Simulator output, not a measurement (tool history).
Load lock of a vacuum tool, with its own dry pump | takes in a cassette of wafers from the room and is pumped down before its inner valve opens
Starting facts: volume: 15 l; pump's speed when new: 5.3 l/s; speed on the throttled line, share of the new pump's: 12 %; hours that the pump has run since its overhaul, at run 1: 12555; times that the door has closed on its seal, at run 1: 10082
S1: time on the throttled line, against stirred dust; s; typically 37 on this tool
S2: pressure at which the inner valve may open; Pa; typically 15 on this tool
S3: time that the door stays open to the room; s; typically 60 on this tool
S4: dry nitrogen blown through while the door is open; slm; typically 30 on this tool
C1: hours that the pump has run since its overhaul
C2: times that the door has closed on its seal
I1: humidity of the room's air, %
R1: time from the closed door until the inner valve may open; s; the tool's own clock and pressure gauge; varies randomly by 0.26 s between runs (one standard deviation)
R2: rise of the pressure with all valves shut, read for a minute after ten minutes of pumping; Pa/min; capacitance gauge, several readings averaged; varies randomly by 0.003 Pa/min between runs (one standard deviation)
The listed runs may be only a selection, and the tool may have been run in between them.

run      day  S1  S2   S3  S4     C1     C2    I1    R1     R2
  1        0  37  15   60  30  12555  10082  43.8  59.8  0.061
  2    4.654  37  15   60  30  12667  10407  44.2  59.3  0.067
  3    8.279  37  22   60  30  12754  10661  43.1  58.4  0.067
  4   11.858  37  22   60  30  12840  10911  44.8  58.8  0.063
  5   15.392  37  15   81  30  12925  11158  46.5  59.6   0.08
  6   19.862  37  15   81  30  13032  11470  44.9  60.2  0.077
  7   24.171  37  15   81  30  13135  11771    45  59.7  0.072
  8   29.596  37  15   81  30  13266  12150  43.1  59.8  0.079
  9   32.767  37  15   60  30  13342  12372    47  59.7  0.074
 10   37.488  37  15   60  30  13455  12702  45.8  59.8  0.076
 11   40.275  37  15   60  30  13522  12896  46.9  59.5  0.082
 12   43.717  37  15   60  30  13605  13137  44.2  59.9  0.072
 13   47.783  37  15  118  30  13702  13421  43.6    60  0.088
 14   50.208  37  15   60  30  13760  13590    44  59.9  0.075
 15   55.621  37  15   60  30  13890  13969  46.2    60  0.077
 16   60.092  37  15   60  30  13998  14281  45.5  59.8  0.079
 17   64.533  56  15   60  30  14104  14591    49  76.3  0.085
 18   69.725  56  15   60  30  14229  14954  45.2  76.1  0.083
 19     74.8  56  15   60  30  14351  15309  45.4  76.3  0.084
 20   78.025  56  15   60  30  14428  15534  47.4  76.4  0.086
 21   80.421  37  24  171  30  14485  15701  44.2  58.5   0.11
 22   83.646  37  24  171  30  14563  15927  47.2  58.4  0.115
 23   86.888  37  24  171  30  14641  16153  44.1  58.6  0.114
 24   91.992  37  11  128   7  14763  16510  45.8  61.1  0.136
 25    95.65  72  19   26  33  14851  16766  42.6  89.5  0.074
 26  101.012  44  27   60  30  14980  17140  44.5    64  0.095
 27  104.371  37  23   87   9  15060  17375    43  59.1  0.111
 28   109.05  37  23   87   9  15173  17702  45.9  58.8  0.123
 29  111.892  37  10   87  39  15241  17900  43.7  61.5  0.101
 30  114.083  37  19   87  30  15293  18053  46.8  59.6    0.1
 31  118.883  37  19  123  30  15409  18389    44  59.3  0.118
 32  124.221  37  19  123  30  15537  18762  40.8  59.2  0.111
 33  127.933  61  15   58  30  15626  19021  42.7  81.7  0.107
 34  131.462  27  15  185  30  15710  19268  44.7  51.7  0.134
 35  136.792  27  15  185  30  15838  19640  45.8  51.4  0.142
 36  141.575  36  15  209   9  15953  19974  47.2  59.1  0.171

Forecast each of these 5 alternatives for the next run:
  A  144.529  37  15  185  30  16024  20181  41.7   ?   ?
  B  144.529  37  12   60  30  16024  20181  46.4   ?   ?
  C  144.529  27  27   60   8  16024  20181  48.3   ?   ?
  D  144.529  70  28  209   9  16024  20181  43.7   ?   ?
  E  144.529  53  15  219  30  16024  20181  43.6   ?   ?

run    R1     R2
  A    60  0.136
  B  60.4  0.109
  C  49.5  0.126
  D  87.3  0.168
  E  74.7  0.141
Stripped of hidden state, with their random variation kept, the same runs would have yielded:
run    R1     R2
  A  57.2  0.066
  B  57.6  0.039
  C  46.8  0.054
  D  85.3  0.098
  E  72.2  0.071

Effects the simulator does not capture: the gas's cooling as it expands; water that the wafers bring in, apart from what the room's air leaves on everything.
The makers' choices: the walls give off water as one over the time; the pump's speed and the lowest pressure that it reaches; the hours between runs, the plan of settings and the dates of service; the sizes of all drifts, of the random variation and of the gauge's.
